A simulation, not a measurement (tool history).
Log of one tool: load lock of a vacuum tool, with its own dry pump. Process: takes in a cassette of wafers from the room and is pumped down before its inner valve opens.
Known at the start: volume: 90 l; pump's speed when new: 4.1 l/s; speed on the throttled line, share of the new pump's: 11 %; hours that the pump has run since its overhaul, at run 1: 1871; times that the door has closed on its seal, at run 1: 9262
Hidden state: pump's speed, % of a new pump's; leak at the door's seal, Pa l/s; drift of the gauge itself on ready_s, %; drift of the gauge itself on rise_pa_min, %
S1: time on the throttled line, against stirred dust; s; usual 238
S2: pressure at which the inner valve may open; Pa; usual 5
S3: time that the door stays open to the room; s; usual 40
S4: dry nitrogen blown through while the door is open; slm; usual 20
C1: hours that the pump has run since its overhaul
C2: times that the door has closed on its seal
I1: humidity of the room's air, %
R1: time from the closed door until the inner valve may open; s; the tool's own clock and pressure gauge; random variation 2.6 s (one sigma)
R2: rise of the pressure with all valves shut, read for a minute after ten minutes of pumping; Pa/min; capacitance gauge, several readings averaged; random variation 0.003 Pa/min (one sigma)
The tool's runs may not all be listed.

Run 1, hour 0: usual settings; C1 1871; C2 9262; I1 47.7. Result: R1 447.6 s, R2 0.125 Pa/min.
Run 2, hour 162.3: usual settings; C1 2033; C2 9807; I1 45.9. Result: R1 450.2 s, R2 0.134 Pa/min.
Run 3, hour 243.6: usual settings; C1 2114; C2 10080; I1 43.6. Result: R1 446.4 s, R2 0.137 Pa/min.
Run 4, hour 338.7: usual settings; C1 2209; C2 10399; I1 47.3. Result: R1 450.1 s, R2 0.142 Pa/min.
Run 5, hour 456.3: usual settings; C1 2327; C2 10793; I1 45.1. Result: R1 449.3 s, R2 0.151 Pa/min.
Run 6, hour 564.2: usual settings but S1 284 s; C1 2435; C2 11155; I1 45. Result: R1 488.8 s, R2 0.162 Pa/min.
Run 7, hour 707.2: usual settings but S1 284 s; C1 2578; C2 11635; I1 44.7. Result: R1 492.1 s, R2 0.175 Pa/min.
Run 8, hour 785: usual settings but S1 284 s; C1 2656; C2 11896; I1 43.3. Result: R1 489.7 s, R2 0.18 Pa/min.
Run 9, hour 940.8: usual settings but S1 284 s; C1 2811; C2 12418; I1 47.1. Result: R1 491.5 s, R2 0.189 Pa/min.
Run 10, hour 1028: usual settings but S3 60 s; C1 2899; C2 12711; I1 46.7. Result: R1 451.7 s, R2 0.195 Pa/min.
Run 11, hour 1112.5: usual settings; C1 2983; C2 12995; I1 44.2. Result: R1 453.1 s, R2 0.197 Pa/min.
Run 12, hour 1264.9: usual settings but S2 7 Pa; C1 3136; C2 13506; I1 45. Result: R1 445.9 s, R2 0.207 Pa/min.
Run 13, hour 1354.8: usual settings but S3 39 s; C1 3225; C2 13807; I1 43.5. Result: R1 449.9 s, R2 0.215 Pa/min.
Run 14, hour 1502.9: usual settings but S3 39 s; C1 3373; C2 14304; I1 46.1. Result: R1 455 s, R2 0.228 Pa/min.
Run 15, hour 1594.2: usual settings but S3 39 s; C1 3465; C2 14611; I1 48.9. Result: R1 456.6 s, R2 0.245 Pa/min.
Run 16, hour 1687.1: usual settings; C1 3558; C2 14922; I1 45.5. Result: R1 455.2 s, R2 0.244 Pa/min.
Run 17, hour 1811.7: usual settings; C1 3682; C2 15340; I1 43.4. Result: R1 459.9 s, R2 0.253 Pa/min.
Run 18, hour 1890.1: usual settings; C1 3761; C2 15603; I1 48.1. Result: R1 460.7 s, R2 0.256 Pa/min.
Run 19, hour 1976.6: usual settings; C1 3847; C2 15893; I1 43.7. Result: R1 460.4 s, R2 0.264 Pa/min.
Run 20, hour 2107: usual settings but S1 140 s; C1 3978; C2 16331; I1 43.3. Result: R1 370.6 s, R2 0.285 Pa/min.
Run 21, hour 2230.5: usual settings but S1 140 s; C1 4101; C2 16745; I1 41.4. Result: R1 375.6 s, R2 0.299 Pa/min.
Run 22, hour 2309.2: usual settings but S1 327 s, S3 34 s; C1 4180; C2 17009; I1 44.2. Result: R1 536.3 s, R2 0.303 Pa/min.
Run 23, hour 2406.5: usual settings but S1 327 s, S3 34 s; C1 4277; C2 17336; I1 45.4. Result: R1 538.2 s, R2 0.321 Pa/min.
Run 24, hour 2498.1: usual settings but S2 7 Pa, S4 28 slm; C1 4369; C2 17643; I1 38.1. Result: R1 452.1 s, R2 0.317 Pa/min.
Run 25, hour 2644: usual settings but S2 7 Pa, S4 28 slm; C1 4515; C2 18132; I1 45. Result: R1 452.8 s, R2 0.331 Pa/min.
Run 26, hour 2714.7: usual settings but S1 133 s, S3 202 s; C1 4585; C2 18369; I1 47.8. Result: R1 376.1 s, R2 0.354 Pa/min.
Run 27, hour 2876.6: usual settings but S1 133 s, S3 202 s; C1 4747; C2 18913; I1 43.3. Result: R1 372.2 s, R2 0.365 Pa/min.
Run 28, hour 3025: usual settings but S1 345 s; C1 4896; C2 19410; I1 46.5. Result: R1 555.7 s, R2 0.379 Pa/min.
Run 29, hour 3094.4: usual settings but S2 4 Pa, S4 10 slm; C1 4965; C2 19643; I1 46.4. Result: R1 467.8 s, R2 0.392 Pa/min.
Run 30, hour 3172.1: usual settings but S2 4 Pa, S4 10 slm; C1 5043; C2 19904; I1 44.4. Result: R1 475.3 s, R2 0.391 Pa/min.
Run 31, hour 3293.1: usual settings but S3 50 s, S4 43 slm; C1 5164; C2 20310; I1 41.7. Result: R1 465.5 s, R2 0.404 Pa/min.
Run 32, hour 3375: usual settings but S3 105 s; C1 5246; C2 20585; I1 41.9. Result: R1 468.9 s, R2 0.41 Pa/min.
Run 33, hour 3512.2: usual settings but S3 105 s; C1 5383; C2 21045; I1 44.5. Result: R1 468.6 s, R2 0.422 Pa/min.
Run 34, hour 3584.4: usual settings but S1 255 s, S3 103 s; C1 5455; C2 21287; I1 46.6. Result: R1 486.6 s, R2 0.435 Pa/min.
Run 35, hour 3658.4: usual settings but S1 255 s, S3 103 s; C1 5529; C2 21535; I1 45.9. Result: R1 481.2 s, R2 0.431 Pa/min.
Run 36, hour 3808: usual settings but S1 398 s, S3 111 s; C1 5679; C2 22037; I1 43.4. Result: R1 606 s, R2 0.464 Pa/min.

Run 37 comes next. What will it give?
Run 37, hour 3956.1: usual settings but S1 132 s, S2 7 Pa, S4 7 slm; C1 5827; C2 22534; I1 45. Result: R1 ?, R2 ?.

R1: 371.9 s
R2: 0.468 Pa/min
Without the tool's hidden state the same run would have given R1 331.4 s, R2 0.015 Pa/min.

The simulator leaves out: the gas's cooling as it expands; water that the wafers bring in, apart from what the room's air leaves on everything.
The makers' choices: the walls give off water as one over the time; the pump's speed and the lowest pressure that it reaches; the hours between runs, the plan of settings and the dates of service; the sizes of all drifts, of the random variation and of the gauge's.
